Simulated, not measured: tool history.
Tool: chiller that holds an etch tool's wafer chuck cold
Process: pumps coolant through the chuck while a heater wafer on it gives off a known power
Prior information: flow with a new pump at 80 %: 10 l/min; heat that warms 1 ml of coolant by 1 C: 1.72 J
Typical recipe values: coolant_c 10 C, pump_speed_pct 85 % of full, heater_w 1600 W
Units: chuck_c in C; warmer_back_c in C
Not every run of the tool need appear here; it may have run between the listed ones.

run   hour  coolant_c  pump_speed_pct  heater_w  chuck_c  warmer_back_c
  1      0         10              85      1600     27.1           5.55
  2   94.4         10              85      1600     26.9           5.59
  3  244.9         10              85      1600       27           5.63
     255.9  -- chiller's thermometer calibrated
  4  334.1         10              81      1600     27.4           5.89
  5    419         10              85      1600       27           5.62
     506.1  -- coolant changed, channels flushed
  6    517         10              85      1600     24.7           5.62

What does the tool deliver on the next run?
     657.8  -- chiller's thermometer calibrated, once more
  7  657.8         14              90      1221        ?              ?

chuck_c: 25 C
warmer_back_c: 4.06 C
The same run, on a tool lacking any hidden state, would have yielded chuck_c 24.4 C, warmer_back_c 3.79 C.
